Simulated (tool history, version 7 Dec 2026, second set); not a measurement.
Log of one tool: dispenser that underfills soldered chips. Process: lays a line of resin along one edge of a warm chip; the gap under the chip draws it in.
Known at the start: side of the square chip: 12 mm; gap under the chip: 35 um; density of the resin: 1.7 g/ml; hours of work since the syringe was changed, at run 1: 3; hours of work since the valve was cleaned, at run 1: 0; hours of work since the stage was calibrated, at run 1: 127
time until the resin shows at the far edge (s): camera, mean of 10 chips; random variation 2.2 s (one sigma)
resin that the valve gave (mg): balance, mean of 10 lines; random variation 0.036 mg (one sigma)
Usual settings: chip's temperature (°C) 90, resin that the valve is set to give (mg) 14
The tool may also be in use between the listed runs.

run,hour,chip's temperature (°C),resin that the valve is set to give (mg),hours of work since the syringe was changed,hours of work since the valve was cleaned,hours of work since the stage was calibrated,time until the resin shows at the far edge (s),resin that the valve gave (mg)
1,0,90,14,3,0,127,251.3,14.03
2,7.7,90,14,9,6,133,333.2,13.96
# hour 11.2: new syringe of resin
3,12.3,90,14,1,9,136,228.5,13.84
4,17.7,90,14,5,14,140,270.8,13.89
5,22.8,90,13,9,18,144,338.1,12.86
# hour 26.8: new syringe of resin
6,32.5,90,14,4,25,151,271,13.84
7,41.1,90,14,11,32,158,367.8,13.73
# hour 42.3: new syringe of resin
8,49.1,90,14,5,37,164,280.5,13.73
9,56.4,84,14,11,43,170,466.3,13.65
# hour 57.9: new syringe of resin
10,63.9,76,14.4,5,49,175,473,13.95
11,71.3,76,14.4,10,54,181,624.9,13.97
# hour 73.5: new syringe of resin
12,76.5,76,14.4,2,58,185,409.5,13.97
13,85.1,79,11.9,9,65,191,514.9,11.41
# hour 89: new syringe of resin
14,92.9,99,12.5,3,71,197,186.5,12
15,100.3,99,17.7,9,76,203,237.5,16.93
# hour 104.6: new syringe of resin
16,106.3,94,13.3,1,81,207,201.9,12.71

Forecast each of these 3 alternatives for the next run:
A,114.5,90,13.3,8,87,214,?,?
B,114.5,90,12,8,87,214,?,?
C,114.5,99,12.2,8,87,214,?,?

run,time until the resin shows at the far edge (s),resin that the valve gave (mg)
A,310,12.62
B,319.6,11.42
C,232.9,11.6
Without the tool's hidden state the same runs would have given:
run,time until the resin shows at the far edge (s),resin that the valve gave (mg)
A,211.9,13.28
B,217.4,12.01
C,158.8,12.21
